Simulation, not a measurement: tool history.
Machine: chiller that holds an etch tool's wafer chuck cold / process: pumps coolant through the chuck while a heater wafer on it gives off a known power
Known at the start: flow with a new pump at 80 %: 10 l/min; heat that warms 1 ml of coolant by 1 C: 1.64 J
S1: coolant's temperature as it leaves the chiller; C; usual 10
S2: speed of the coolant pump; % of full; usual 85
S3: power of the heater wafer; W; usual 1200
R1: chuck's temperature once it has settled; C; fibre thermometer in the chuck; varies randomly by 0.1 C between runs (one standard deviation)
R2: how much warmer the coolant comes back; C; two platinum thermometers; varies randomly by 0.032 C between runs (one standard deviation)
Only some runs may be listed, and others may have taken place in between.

{"run": 1, "hour": 0.0, "S1": 10, "S2": 85, "S3": 1200, "R1": 26.8, "R2": 4.41}
{"run": 2, "hour": 70.9, "S1": 15, "S2": 85, "S3": 1200, "R1": 31.9, "R2": 4.46}
{"run": 3, "hour": 149.7, "S1": 15, "S2": 85, "S3": 1200, "R1": 31.9, "R2": 4.52}
{"run": 4, "hour": 219.4, "S1": 15, "S2": 85, "S3": 1200, "R1": 32.0, "R2": 4.49}
{"hour": 226.8, "done": "chiller's thermometer calibrated"}
{"run": 5, "hour": 277.7, "S1": 10, "S2": 85, "S3": 1200, "R1": 27.1, "R2": 4.48}
{"run": 6, "hour": 382.8, "S1": 10, "S2": 85, "S3": 1200, "R1": 27.1, "R2": 4.45}
{"hour": 404.4, "done": "chiller's thermometer calibrated, once more"}
{"run": 7, "hour": 489.7, "S1": 10, "S2": 85, "S3": 1200, "R1": 26.7, "R2": 4.49}
{"run": 8, "hour": 571.2, "S1": 10, "S2": 85, "S3": 1200, "R1": 26.8, "R2": 4.53}
{"run": 9, "hour": 663.7, "S1": 10, "S2": 85, "S3": 1200, "R1": 26.9, "R2": 4.45}
{"run": 10, "hour": 759.5, "S1": 10, "S2": 85, "S3": 1200, "R1": 26.9, "R2": 4.47}
{"run": 11, "hour": 857.9, "S1": 10, "S2": 85, "S3": 1200, "R1": 26.9, "R2": 4.51}
{"hour": 911.5, "done": "coolant changed, channels flushed"}
{"run": 12, "hour": 980.7, "S1": 10, "S2": 85, "S3": 1200, "R1": 24.9, "R2": 4.54}
{"run": 13, "hour": 1081.6, "S1": 10, "S2": 85, "S3": 973, "R1": 22.3, "R2": 3.7}
{"run": 14, "hour": 1176.9, "S1": 18, "S2": 85, "S3": 973, "R1": 30.3, "R2": 3.7}
{"run": 15, "hour": 1245.2, "S1": 18, "S2": 85, "S3": 973, "R1": 30.3, "R2": 3.71}
{"run": 16, "hour": 1344.0, "S1": 10, "S2": 85, "S3": 1013, "R1": 22.7, "R2": 3.8}
{"run": 17, "hour": 1452.4, "S1": 14, "S2": 83, "S3": 741, "R1": 23.6, "R2": 2.91}
{"run": 18, "hour": 1568.6, "S1": 6, "S2": 96, "S3": 1495, "R1": 23.1, "R2": 5.0}
{"run": 19, "hour": 1657.7, "S1": 19, "S2": 81, "S3": 1289, "R1": 36.2, "R2": 5.19}
{"run": 20, "hour": 1725.0, "S1": 15, "S2": 83, "S3": 1289, "R1": 31.7, "R2": 5.0}
{"run": 21, "hour": 1811.0, "S1": 15, "S2": 83, "S3": 1289, "R1": 31.8, "R2": 5.06}
{"run": 22, "hour": 1868.6, "S1": 16, "S2": 72, "S3": 845, "R1": 28.4, "R2": 3.8}
{"run": 23, "hour": 1945.1, "S1": 8, "S2": 65, "S3": 1069, "R1": 25.2, "R2": 5.39}
{"run": 24, "hour": 2012.1, "S1": 4, "S2": 74, "S3": 667, "R1": 13.6, "R2": 2.96}
{"run": 25, "hour": 2070.3, "S1": 4, "S2": 74, "S3": 667, "R1": 13.6, "R2": 2.95}
{"run": 26, "hour": 2155.1, "S1": 15, "S2": 85, "S3": 1019, "R1": 28.0, "R2": 3.94}
{"run": 27, "hour": 2249.1, "S1": 15, "S2": 85, "S3": 1019, "R1": 28.4, "R2": 4.0}
{"run": 28, "hour": 2310.1, "S1": 15, "S2": 69, "S3": 991, "R1": 30.2, "R2": 4.69}
{"run": 29, "hour": 2415.1, "S1": 10, "S2": 85, "S3": 725, "R1": 19.5, "R2": 2.83}
{"run": 30, "hour": 2498.4, "S1": 2, "S2": 80, "S3": 1113, "R1": 17.3, "R2": 4.6}
{"run": 31, "hour": 2615.3, "S1": 0, "S2": 79, "S3": 787, "R1": 11.0, "R2": 3.25}

Alternative continuations, all from the tool just after run 31; predict every row:
{"run": "A", "hour": 2706.9, "S1": 5, "S2": 79, "S3": 888, "R1": "?", "R2": "?"}
{"run": "B", "hour": 2706.9, "S1": 9, "S2": 79, "S3": 787, "R1": "?", "R2": "?"}
{"run": "C", "hour": 2706.9, "S1": 10, "S2": 85, "S3": 1035, "R1": "?", "R2": "?"}
{"run": "D", "hour": 2706.9, "S1": 7, "S2": 85, "S3": 893, "R1": "?", "R2": "?"}
{"run": "E", "hour": 2706.9, "S1": 10, "S2": 80, "S3": 1200, "R1": "?", "R2": "?"}

run=A R1=17.5 R2=3.72
run=B R1=20.1 R2=3.29
run=C R1=23.7 R2=4.11
run=D R1=18.8 R2=3.46
run=E R1=26.6 R2=4.96
Without the tool's hidden state the same runs would have given:
run=A R1=15.8 R2=3.28
run=B R1=18.6 R2=2.89
run=C R1=21.9 R2=3.63
run=D R1=17.2 R2=3.04
run=E R1=24.4 R2=4.37
